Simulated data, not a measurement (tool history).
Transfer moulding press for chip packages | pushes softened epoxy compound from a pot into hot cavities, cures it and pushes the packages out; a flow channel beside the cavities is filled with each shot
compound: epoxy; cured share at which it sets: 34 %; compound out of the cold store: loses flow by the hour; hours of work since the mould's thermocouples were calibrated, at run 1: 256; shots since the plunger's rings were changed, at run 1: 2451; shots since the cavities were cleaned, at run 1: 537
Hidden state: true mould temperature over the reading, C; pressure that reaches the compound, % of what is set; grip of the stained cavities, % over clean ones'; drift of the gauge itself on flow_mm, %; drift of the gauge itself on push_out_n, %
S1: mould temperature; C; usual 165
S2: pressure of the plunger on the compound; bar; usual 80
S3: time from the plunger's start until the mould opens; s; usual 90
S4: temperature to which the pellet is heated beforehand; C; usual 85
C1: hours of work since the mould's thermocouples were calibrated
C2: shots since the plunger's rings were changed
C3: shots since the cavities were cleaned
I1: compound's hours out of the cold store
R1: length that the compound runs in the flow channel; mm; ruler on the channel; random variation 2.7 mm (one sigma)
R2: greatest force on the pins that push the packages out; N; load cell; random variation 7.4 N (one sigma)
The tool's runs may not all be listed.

run 1 hour=0 | S1=165 S2=80 S3=90 S4=85 | C1=256 C2=2451 C3=537 | I1=15.6 | R1=1013 R2=348
-- hour=7.2 cavities cleaned with cleaning compound and waxed
run 2 hour=10.8 | S1=165 S2=80 S3=90 S4=85 | C1=261 C2=2538 C3=34 | I1=41.8 | R1=893 R2=295
run 3 hour=22.8 | S1=165 S2=80 S3=90 S4=77 | C1=267 C2=2649 C3=145 | I1=9.2 | R1=1042 R2=351
run 4 hour=40.9 | S1=165 S2=80 S3=90 S4=77 | C1=276 C2=2817 C3=313 | I1=9.2 | R1=1043 R2=355
run 5 hour=57.5 | S1=165 S2=80 S3=90 S4=77 | C1=284 C2=2972 C3=468 | I1=42.9 | R1=891 R2=311
run 6 hour=66.1 | S1=165 S2=80 S3=90 S4=77 | C1=288 C2=3051 C3=547 | I1=43.1 | R1=893 R2=310
-- hour=72.8 cavities cleaned with cleaning compound and waxed
run 7 hour=75.3 | S1=165 S2=80 S3=90 S4=77 | C1=292 C2=3123 C3=23 | I1=9.9 | R1=1041 R2=350
run 8 hour=93.3 | S1=165 S2=80 S3=108 S4=85 | C1=301 C2=3290 C3=190 | I1=44.6 | R1=878 R2=220
run 9 hour=102.3 | S1=165 S2=80 S3=108 S4=85 | C1=306 C2=3374 C3=274 | I1=46.4 | R1=874 R2=216
run 10 hour=119.2 | S1=165 S2=80 S3=90 S4=89 | C1=314 C2=3532 C3=432 | I1=25.2 | R1=966 R2=323
-- hour=137.8 cavities cleaned with cleaning compound and waxed
run 11 hour=138.8 | S1=165 S2=80 S3=90 S4=89 | C1=323 C2=3700 C3=10 | I1=29.7 | R1=941 R2=299
run 12 hour=150.7 | S1=165 S2=66.2 S3=90 S4=85 | C1=329 C2=3810 C3=120 | I1=41.9 | R1=816 R2=308
run 13 hour=159 | S1=165 S2=80 S3=90 S4=85 | C1=334 C2=3887 C3=197 | I1=30.1 | R1=943 R2=330
run 14 hour=175.3 | S1=165 S2=80 S3=90 S4=85 | C1=342 C2=4039 C3=349 | I1=32.8 | R1=932 R2=325
run 15 hour=190.7 | S1=165 S2=80 S3=76 S4=85 | C1=349 C2=4182 C3=492 | I1=17.1 | R1=1002 R2=518
run 16 hour=199.3 | S1=165 S2=67.8 S3=76 S4=93 | C1=354 C2=4262 C3=572 | I1=45.7 | R1=807 R2=450
-- hour=203.4 cavities cleaned with cleaning compound and waxed
-- hour=211.4 mould's thermocouples calibrated
run 17 hour=215.8 | S1=165 S2=67.8 S3=76 S4=93 | C1=2 C2=4383 C3=97 | I1=23.3 | R1=894 R2=463
-- hour=219.1 plunger's sealing rings changed
run 18 hour=229 | S1=165 S2=80 S3=73 S4=90 | C1=8 C2=92 C3=196 | I1=30.2 | R1=945 R2=525
run 19 hour=238.7 | S1=165 S2=80 S3=90 S4=83 | C1=12 C2=182 C3=286 | I1=42.5 | R1=891 R2=310
run 20 hour=252.1 | S1=165 S2=80 S3=90 S4=83 | C1=19 C2=307 C3=411 | I1=40.5 | R1=906 R2=303
run 21 hour=263.6 | S1=165 S2=80 S3=119 S4=94 | C1=25 C2=414 C3=518 | I1=34.6 | R1=923 R2=189
-- hour=273.2 cavities cleaned with cleaning compound and waxed
run 22 hour=280.1 | S1=165 S2=80 S3=119 S4=94 | C1=32 C2=554 C3=65 | I1=32.4 | R1=929 R2=196
run 23 hour=287.8 | S1=165 S2=71.3 S3=90 S4=85 | C1=36 C2=625 C3=136 | I1=40.5 | R1=848 R2=303
run 24 hour=303.3 | S1=166 S2=74.6 S3=90 S4=85 | C1=44 C2=769 C3=280 | I1=20.2 | R1=951 R2=287
run 25 hour=318.7 | S1=163 S2=96.1 S3=87 S4=80 | C1=52 C2=913 C3=424 | I1=20.7 | R1=1092 R2=407
run 26 hour=327.3 | S1=163 S2=96.1 S3=87 S4=80 | C1=56 C2=993 C3=504 | I1=26.7 | R1=1062 R2=400
run 27 hour=335.2 | S1=164 S2=80 S3=90 S4=85 | C1=60 C2=1066 C3=577 | I1=25.1 | R1=968 R2=365
-- hour=339.5 cavities cleaned with cleaning compound and waxed
run 28 hour=350.1 | S1=164 S2=89.6 S3=90 S4=75 | C1=67 C2=1191 C3=99 | I1=32.7 | R1=994 R2=345

5 ways to go on from here, each from the tool as it stands after run 28. What would each give?
run A hour=368.3 | S1=162 S2=89.6 S3=90 S4=93 | C1=76 C2=1360 C3=268 | I1=12.5 | R1=? R2=?
run B hour=368.3 | S1=167 S2=89.2 S3=90 S4=93 | C1=76 C2=1360 C3=268 | I1=19.6 | R1=? R2=?
run C hour=368.3 | S1=169 S2=86.5 S3=104 S4=75 | C1=76 C2=1360 C3=268 | I1=40.7 | R1=? R2=?
run D hour=368.3 | S1=169 S2=80 S3=102 S4=91 | C1=76 C2=1360 C3=268 | I1=44.6 | R1=? R2=?
run E hour=368.3 | S1=172 S2=80.2 S3=90 S4=77 | C1=76 C2=1360 C3=268 | I1=33.7 | R1=? R2=?

run=A R1=1091 R2=412
run=B R1=1043 R2=282
run=C R1=921 R2=193
run=D R1=870 R2=194
run=E R1=911 R2=204
Without the tool's hidden state the same runs would have given:
run=A R1=1091 R2=407
run=B R1=1043 R2=279
run=C R1=921 R2=191
run=D R1=870 R2=192
run=E R1=911 R2=202
